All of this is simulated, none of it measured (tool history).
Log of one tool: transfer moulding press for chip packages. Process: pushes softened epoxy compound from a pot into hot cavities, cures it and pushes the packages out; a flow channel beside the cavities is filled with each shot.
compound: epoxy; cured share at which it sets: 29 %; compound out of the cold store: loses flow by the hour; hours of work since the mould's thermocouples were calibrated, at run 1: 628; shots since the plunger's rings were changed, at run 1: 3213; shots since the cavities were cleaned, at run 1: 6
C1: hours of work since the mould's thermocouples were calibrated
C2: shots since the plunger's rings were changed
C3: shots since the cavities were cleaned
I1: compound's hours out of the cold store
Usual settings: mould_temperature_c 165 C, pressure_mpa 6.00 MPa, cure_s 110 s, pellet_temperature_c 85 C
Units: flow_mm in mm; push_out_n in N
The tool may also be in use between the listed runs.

run 1 day=0.000 | mould_temperature_c=165 pressure_mpa=6.00 cure_s=110 pellet_temperature_c=85 | C1=628 C2=3213 C3=6 | I1=13.8 | flow_mm=589 push_out_n=302
run 2 day=1.233 | mould_temperature_c=165 pressure_mpa=6.00 cure_s=110 pellet_temperature_c=89 | C1=644 C2=3498 C3=291 | I1=44.2 | flow_mm=487 push_out_n=376
-- day=2.517 plunger's sealing rings changed
-- day=2.958 mould's thermocouples calibrated
run 3 day=3.779 | mould_temperature_c=165 pressure_mpa=6.00 cure_s=110 pellet_temperature_c=89 | C1=11 C2=273 C3=837 | I1=20.6 | flow_mm=588 push_out_n=486
-- day=4.558 cavities cleaned with cleaning compound and waxed
run 4 day=4.929 | mould_temperature_c=165 pressure_mpa=6.00 cure_s=110 pellet_temperature_c=89 | C1=25 C2=525 C3=86 | I1=34.3 | flow_mm=526 push_out_n=323
run 5 day=7.083 | mould_temperature_c=165 pressure_mpa=6.00 cure_s=110 pellet_temperature_c=86 | C1=54 C2=1023 C3=584 | I1=34.6 | flow_mm=535 push_out_n=448
-- day=9.042 cavities cleaned with cleaning compound and waxed
run 6 day=9.042 | mould_temperature_c=165 pressure_mpa=6.00 cure_s=110 pellet_temperature_c=85 | C1=79 C2=1461 C3=0 | I1=8.3 | flow_mm=629 push_out_n=317
run 7 day=10.854 | mould_temperature_c=165 pressure_mpa=6.00 cure_s=110 pellet_temperature_c=85 | C1=104 C2=1881 C3=420 | I1=37.9 | flow_mm=511 push_out_n=421
run 8 day=12.283 | mould_temperature_c=165 pressure_mpa=6.00 cure_s=146 pellet_temperature_c=85 | C1=123 C2=2211 C3=750 | I1=9.7 | flow_mm=618 push_out_n=390
-- day=13.546 cavities cleaned with cleaning compound and waxed
run 9 day=13.554 | mould_temperature_c=165 pressure_mpa=6.00 cure_s=146 pellet_temperature_c=85 | C1=139 C2=2491 C3=2 | I1=18.2 | flow_mm=575 push_out_n=249
run 10 day=15.721 | mould_temperature_c=165 pressure_mpa=6.00 cure_s=146 pellet_temperature_c=85 | C1=168 C2=2993 C3=504 | I1=37.0 | flow_mm=509 push_out_n=367
run 11 day=17.208 | mould_temperature_c=165 pressure_mpa=6.00 cure_s=146 pellet_temperature_c=85 | C1=187 C2=3336 C3=847 | I1=44.0 | flow_mm=480 push_out_n=406
-- day=17.921 cavities cleaned with cleaning compound and waxed
run 12 day=18.758 | mould_temperature_c=165 pressure_mpa=6.00 cure_s=146 pellet_temperature_c=85 | C1=207 C2=3680 C3=194 | I1=42.5 | flow_mm=480 push_out_n=291
-- day=19.375 plunger's sealing rings changed
run 13 day=20.883 | mould_temperature_c=165 pressure_mpa=6.00 cure_s=146 pellet_temperature_c=85 | C1=234 C2=349 C3=662 | I1=26.4 | flow_mm=571 push_out_n=382
run 14 day=21.929 | mould_temperature_c=165 pressure_mpa=6.00 cure_s=146 pellet_temperature_c=85 | C1=248 C2=590 C3=903 | I1=9.8 | flow_mm=628 push_out_n=392
-- day=22.392 cavities cleaned with cleaning compound and waxed
run 15 day=23.183 | mould_temperature_c=165 pressure_mpa=6.00 cure_s=146 pellet_temperature_c=85 | C1=264 C2=866 C3=182 | I1=43.6 | flow_mm=495 push_out_n=289
run 16 day=25.183 | mould_temperature_c=161 pressure_mpa=5.39 cure_s=139 pellet_temperature_c=85 | C1=291 C2=1329 C3=645 | I1=22.3 | flow_mm=550 push_out_n=416
-- day=26.788 cavities cleaned with cleaning compound and waxed
run 17 day=26.788 | mould_temperature_c=161 pressure_mpa=5.39 cure_s=139 pellet_temperature_c=85 | C1=311 C2=1686 C3=0 | I1=29.4 | flow_mm=523 push_out_n=274
run 18 day=29.233 | mould_temperature_c=161 pressure_mpa=5.39 cure_s=139 pellet_temperature_c=85 | C1=344 C2=2252 C3=566 | I1=34.6 | flow_mm=505 push_out_n=405
run 19 day=30.392 | mould_temperature_c=161 pressure_mpa=5.39 cure_s=139 pellet_temperature_c=85 | C1=359 C2=2520 C3=834 | I1=26.4 | flow_mm=522 push_out_n=434
-- day=31.158 cavities cleaned with cleaning compound and waxed
run 20 day=32.833 | mould_temperature_c=161 pressure_mpa=5.14 cure_s=139 pellet_temperature_c=75 | C1=391 C2=3070 C3=387 | I1=35.5 | flow_mm=482 push_out_n=387
run 21 day=35.208 | mould_temperature_c=161 pressure_mpa=5.14 cure_s=139 pellet_temperature_c=75 | C1=423 C2=3620 C3=937 | I1=38.0 | flow_mm=471 push_out_n=448
-- day=35.692 cavities cleaned with cleaning compound and waxed
-- day=35.962 plunger's sealing rings changed
run 22 day=37.325 | mould_temperature_c=161 pressure_mpa=5.14 cure_s=139 pellet_temperature_c=75 | C1=449 C2=315 C3=354 | I1=42.8 | flow_mm=470 push_out_n=355
run 23 day=39.688 | mould_temperature_c=158 pressure_mpa=6.12 cure_s=147 pellet_temperature_c=76 | C1=480 C2=861 C3=900 | I1=29.8 | flow_mm=584 push_out_n=448
-- day=40.321 cavities cleaned with cleaning compound and waxed
run 24 day=41.075 | mould_temperature_c=158 pressure_mpa=6.12 cure_s=147 pellet_temperature_c=76 | C1=498 C2=1168 C3=175 | I1=34.5 | flow_mm=555 push_out_n=353
run 25 day=43.038 | mould_temperature_c=166 pressure_mpa=5.04 cure_s=128 pellet_temperature_c=90 | C1=524 C2=1622 C3=629 | I1=38.9 | flow_mm=475 push_out_n=390
-- day=44.796 cavities cleaned with cleaning compound and waxed
run 26 day=45.112 | mould_temperature_c=159 pressure_mpa=6.74 cure_s=101 pellet_temperature_c=90 | C1=551 C2=2087 C3=73 | I1=37.0 | flow_mm=568 push_out_n=541
run 27 day=46.512 | mould_temperature_c=159 pressure_mpa=6.74 cure_s=101 pellet_temperature_c=90 | C1=570 C2=2411 C3=397 | I1=34.7 | flow_mm=564 push_out_n=657
run 28 day=48.162 | mould_temperature_c=159 pressure_mpa=6.74 cure_s=101 pellet_temperature_c=90 | C1=592 C2=2793 C3=779 | I1=14.9 | flow_mm=644 push_out_n=899

The same runs without the tool's hidden state, with the same run-to-run variation:
The hidden state here: true mould temperature over the reading, C; pressure that reaches the compound, % of what is set; grip of the stained cavities, % over clean ones'; drift of the gauge itself on flow_mm, %; drift of the gauge itself on push_out_n, %.
run=1 flow_mm=613 push_out_n=306
run=2 flow_mm=509 push_out_n=301
run=3 flow_mm=591 push_out_n=307
run=4 flow_mm=530 push_out_n=290
run=5 flow_mm=543 push_out_n=301
run=6 flow_mm=642 push_out_n=307
run=7 flow_mm=525 push_out_n=307
run=8 flow_mm=637 push_out_n=254
run=9 flow_mm=595 push_out_n=241
run=10 flow_mm=530 push_out_n=258
run=11 flow_mm=503 push_out_n=258
run=12 flow_mm=505 push_out_n=241
run=13 flow_mm=573 push_out_n=256
run=14 flow_mm=632 push_out_n=246
run=15 flow_mm=500 push_out_n=245
run=16 flow_mm=559 push_out_n=281
run=17 flow_mm=535 push_out_n=267
run=18 flow_mm=520 push_out_n=279
run=19 flow_mm=540 push_out_n=276
run=20 flow_mm=503 push_out_n=282
run=21 flow_mm=494 push_out_n=276
run=22 flow_mm=473 push_out_n=272
run=23 flow_mm=592 push_out_n=282
run=24 flow_mm=564 push_out_n=294
run=25 flow_mm=486 push_out_n=261
run=26 flow_mm=585 push_out_n=496
run=27 flow_mm=583 push_out_n=490
run=28 flow_mm=670 push_out_n=585

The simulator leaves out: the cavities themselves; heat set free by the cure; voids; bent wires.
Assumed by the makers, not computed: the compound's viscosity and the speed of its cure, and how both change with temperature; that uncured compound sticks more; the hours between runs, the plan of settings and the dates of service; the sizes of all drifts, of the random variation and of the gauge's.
